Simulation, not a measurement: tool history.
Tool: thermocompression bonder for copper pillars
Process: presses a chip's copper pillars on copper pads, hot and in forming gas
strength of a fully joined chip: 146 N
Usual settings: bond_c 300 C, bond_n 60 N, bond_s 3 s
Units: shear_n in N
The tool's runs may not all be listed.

run 1 hour=0 | bond_c=300 bond_n=60 bond_s=3 | shear_n=82.5
-- hour=6.5 forming gas filter changed
run 2 hour=43.8 | bond_c=300 bond_n=60 bond_s=3 | shear_n=86.6
run 3 hour=89.6 | bond_c=300 bond_n=60 bond_s=3 | shear_n=87.8
run 4 hour=162.2 | bond_c=300 bond_n=60 bond_s=3 | shear_n=86.1
run 5 hour=233.9 | bond_c=300 bond_n=60 bond_s=3 | shear_n=83.6
run 6 hour=288.9 | bond_c=300 bond_n=60 bond_s=3 | shear_n=83.4
-- hour=318.9 forming gas filter changed
run 7 hour=386.5 | bond_c=300 bond_n=60 bond_s=3 | shear_n=85.6
run 8 hour=473.2 | bond_c=300 bond_n=60 bond_s=3 | shear_n=84.4
run 9 hour=522.4 | bond_c=300 bond_n=60 bond_s=3 | shear_n=84.3
run 10 hour=565.2 | bond_c=302 bond_n=60 bond_s=3 | shear_n=84.1
-- hour=624.9 forming gas filter changed
run 11 hour=645.4 | bond_c=278 bond_n=60 bond_s=3 | shear_n=71.6
run 12 hour=736.2 | bond_c=278 bond_n=60 bond_s=2 | shear_n=60.6
run 13 hour=789.1 | bond_c=278 bond_n=60 bond_s=2 | shear_n=61.3
run 14 hour=880.7 | bond_c=300 bond_n=60 bond_s=3 | shear_n=82.4
-- hour=933.4 forming gas filter changed
run 15 hour=958.5 | bond_c=300 bond_n=60 bond_s=3 | shear_n=86.6
run 16 hour=1022.2 | bond_c=293 bond_n=60 bond_s=3 | shear_n=80.9
-- hour=1059 force cell calibrated
run 17 hour=1093 | bond_c=293 bond_n=60 bond_s=3 | shear_n=77
run 18 hour=1169.9 | bond_c=293 bond_n=60 bond_s=3 | shear_n=75
-- hour=1243.1 forming gas filter changed
run 19 hour=1252.2 | bond_c=293 bond_n=60 bond_s=3 | shear_n=81
run 20 hour=1319.5 | bond_c=300 bond_n=63 bond_s=6 | shear_n=103.9
run 21 hour=1386.7 | bond_c=318 bond_n=51 bond_s=6 | shear_n=101.1
run 22 hour=1458.3 | bond_c=324 bond_n=65 bond_s=6 | shear_n=114.8
run 23 hour=1528.3 | bond_c=330 bond_n=60 bond_s=7 | shear_n=122.2
-- hour=1550.9 forming gas filter changed
run 24 hour=1573.8 | bond_c=330 bond_n=60 bond_s=7 | shear_n=124.2
run 25 hour=1629.1 | bond_c=294 bond_n=42 bond_s=7 | shear_n=79.4
run 26 hour=1727.5 | bond_c=314 bond_n=42 bond_s=7 | shear_n=92.3
-- hour=1738.3 heater calibrated with a thermocouple chip
run 27 hour=1828.3 | bond_c=314 bond_n=42 bond_s=7 | shear_n=84.9
-- hour=1861 forming gas filter changed
run 28 hour=1869.7 | bond_c=315 bond_n=70 bond_s=5 | shear_n=114.2
run 29 hour=1951.9 | bond_c=315 bond_n=60 bond_s=2 | shear_n=78.8
-- hour=1959.2 heater calibrated with a thermocouple chip, once more
run 30 hour=2027.7 | bond_c=315 bond_n=61 bond_s=4 | shear_n=102.9
run 31 hour=2092.8 | bond_c=315 bond_n=61 bond_s=4 | shear_n=104
run 32 hour=2160.5 | bond_c=315 bond_n=61 bond_s=4 | shear_n=101.6
-- hour=2172.2 forming gas filter changed
run 33 hour=2221.3 | bond_c=315 bond_n=75 bond_s=2 | shear_n=101.7
run 34 hour=2293.7 | bond_c=315 bond_n=75 bond_s=2 | shear_n=98.7
run 35 hour=2364.6 | bond_c=315 bond_n=75 bond_s=2 | shear_n=98.3
run 36 hour=2456.4 | bond_c=315 bond_n=50 bond_s=2 | shear_n=73
-- hour=2479 forming gas filter changed
run 37 hour=2541.8 | bond_c=315 bond_n=50 bond_s=2 | shear_n=77.5
run 38 hour=2623.2 | bond_c=313 bond_n=81 bond_s=3 | shear_n=110.8

The same runs without the tool's hidden state, with the same run-to-run variation:
The hidden state here: true temperature of the bond over the reading, C; force that reaches the chip, % of what is set; oxide that the forming gas leaves, % of the face; drift of the gauge itself on shear_n, %.
run=1 shear_n=88.7
run=2 shear_n=87.6
run=3 shear_n=89.7
run=4 shear_n=89.4
run=5 shear_n=88.3
run=6 shear_n=89.2
run=7 shear_n=87.6
run=8 shear_n=88.2
run=9 shear_n=89.1
run=10 shear_n=89.9
run=11 shear_n=73.2
run=12 shear_n=63.4
run=13 shear_n=64.9
run=14 shear_n=88.6
run=15 shear_n=88.7
run=16 shear_n=84.3
run=17 shear_n=84.2
run=18 shear_n=83.7
run=19 shear_n=85.8
run=20 shear_n=109.9
run=21 shear_n=108.4
run=22 shear_n=123.6
run=23 shear_n=133.2
run=24 shear_n=128.3
run=25 shear_n=86
run=26 shear_n=100.8
run=27 shear_n=98
run=28 shear_n=121.6
run=29 shear_n=88.5
run=30 shear_n=106.1
run=31 shear_n=108.8
run=32 shear_n=108
run=33 shear_n=102.6
run=34 shear_n=101.1
run=35 shear_n=102.4
run=36 shear_n=77.5
run=37 shear_n=78.5
run=38 shear_n=114.2
